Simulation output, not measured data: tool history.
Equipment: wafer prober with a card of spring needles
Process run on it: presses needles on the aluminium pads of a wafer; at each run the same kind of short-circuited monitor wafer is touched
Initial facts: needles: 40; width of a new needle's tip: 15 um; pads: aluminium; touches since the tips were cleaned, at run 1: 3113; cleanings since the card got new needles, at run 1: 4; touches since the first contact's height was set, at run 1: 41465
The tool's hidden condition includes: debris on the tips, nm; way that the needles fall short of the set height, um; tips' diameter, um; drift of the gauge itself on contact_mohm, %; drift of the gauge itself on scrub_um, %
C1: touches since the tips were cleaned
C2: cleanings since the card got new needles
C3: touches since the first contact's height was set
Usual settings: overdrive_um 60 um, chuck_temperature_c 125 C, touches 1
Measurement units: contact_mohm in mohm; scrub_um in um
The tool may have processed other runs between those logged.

Run 1, day 0.000: usual settings; C1 3113; C2 4; C3 41465. Result: contact_mohm 231 mohm, scrub_um 14.16 um.
Run 2, day 0.204: usual settings; C1 5329; C2 4; C3 43681. Result: contact_mohm 230 mohm, scrub_um 14.17 um.
At day 0.521: tips cleaned on abrasive film.
Run 3, day 0.579: usual settings; C1 620; C2 5; C3 47718. Result: contact_mohm 231 mohm, scrub_um 14.22 um.
Run 4, day 0.796: usual settings but touches 3; C1 2953; C2 5; C3 50051. Result: contact_mohm 234 mohm, scrub_um 14.19 um.
Run 5, day 0.958: usual settings but touches 3; C1 4712; C2 5; C3 51810. Result: contact_mohm 232 mohm, scrub_um 14.18 um.
Run 6, day 1.254: usual settings but chuck_temperature_c 101 C; C1 7954; C2 5; C3 55052. Result: contact_mohm 229 mohm, scrub_um 14.20 um.
At day 1.317: tips cleaned on abrasive film.
Run 7, day 1.567: usual settings; C1 2698; C2 6; C3 58402. Result: contact_mohm 232 mohm, scrub_um 14.24 um.
Run 8, day 1.833: usual settings; C1 5591; C2 6; C3 61295. Result: contact_mohm 230 mohm, scrub_um 14.23 um.
Run 9, day 2.092: usual settings; C1 8412; C2 6; C3 64116. Result: contact_mohm 232 mohm, scrub_um 14.20 um.
At day 2.129: tips cleaned on abrasive film.
Run 10, day 2.317: usual settings but touches 2; C1 2024; C2 7; C3 66486. Result: contact_mohm 235 mohm, scrub_um 14.25 um.
Run 11, day 2.600: usual settings but overdrive_um 75 um; C1 5108; C2 7; C3 69570. Result: contact_mohm 225 mohm, scrub_um 17.79 um.
At day 2.921: tips cleaned on abrasive film.
Run 12, day 2.921: usual settings but overdrive_um 75 um; C1 0; C2 8; C3 73002. Result: contact_mohm 230 mohm, scrub_um 17.85 um.
Run 13, day 3.258: usual settings but chuck_temperature_c 28 C; C1 3692; C2 8; C3 76694. Result: contact_mohm 211 mohm, scrub_um 14.27 um.
Run 14, day 3.425: usual settings but touches 2; C1 5507; C2 8; C3 78509. Result: contact_mohm 232 mohm, scrub_um 14.32 um.
Run 15, day 3.617: usual settings but touches 2; C1 7582; C2 8; C3 80584. Result: contact_mohm 233 mohm, scrub_um 14.28 um.
At day 3.712: tips cleaned on abrasive film.
Run 16, day 3.992: usual settings but overdrive_um 40 um, chuck_temperature_c 48 C; C1 3067; C2 9; C3 84630. Result: contact_mohm 223 mohm, scrub_um 9.54 um.
Run 17, day 4.204: usual settings but overdrive_um 40 um, chuck_temperature_c 48 C; C1 5359; C2 9; C3 86922. Result: contact_mohm 223 mohm, scrub_um 9.53 um.
At day 4.521: tips cleaned on abrasive film.
Run 18, day 4.550: usual settings but overdrive_um 40 um, chuck_temperature_c 35 C, touches 3; C1 306; C2 10; C3 90616. Result: contact_mohm 218 mohm, scrub_um 9.55 um.
Run 19, day 4.712: usual settings but overdrive_um 40 um, chuck_temperature_c 35 C, touches 2; C1 2109; C2 10; C3 92419. Result: contact_mohm 216 mohm, scrub_um 9.54 um.
Run 20, day 4.975: usual settings but chuck_temperature_c 76 C; C1 4927; C2 10; C3 95237. Result: contact_mohm 221 mohm, scrub_um 14.38 um.
Run 21, day 5.292: usual settings but overdrive_um 59 um, chuck_temperature_c 76 C; C1 8372; C2 10; C3 98682. Result: contact_mohm 220 mohm, scrub_um 14.10 um.
At day 5.321: tips cleaned on abrasive film.
Run 22, day 5.621: usual settings but overdrive_um 43 um; C1 3226; C2 11; C3 102208. Result: contact_mohm 241 mohm, scrub_um 10.28 um.
Run 23, day 5.912: usual settings but chuck_temperature_c 73 C, touches 3; C1 6392; C2 11; C3 105374. Result: contact_mohm 219 mohm, scrub_um 14.32 um.

Consider 3 possible next runs. They are alternatives, not a sequence: every one starts from the tool as it was left by run 23. What does each give?
At day 6.129: tips cleaned on abrasive film.
Run A, day 6.192: usual settings but overdrive_um 47 um, chuck_temperature_c 117 C, touches 3; C1 708; C2 12; C3 108389. Result: contact_mohm ?, scrub_um ?.
At day 6.129: tips cleaned on abrasive film.
Run B, day 6.192: usual settings but chuck_temperature_c 73 C, touches 2; C1 708; C2 12; C3 108389. Result: contact_mohm ?, scrub_um ?.
At day 6.129: tips cleaned on abrasive film.
Run C, day 6.192: usual settings but overdrive_um 42 um, chuck_temperature_c 38 C, touches 3; C1 708; C2 12; C3 108389. Result: contact_mohm ?, scrub_um ?.

run  contact_mohm  scrub_um
  A           237     11.20
  B           220     14.34
  C           216     10.07
Stripped of hidden state, with their random variation kept, the same runs would have yielded:
run  contact_mohm  scrub_um
  A           237     11.08
  B           220     14.19
  C           216      9.96
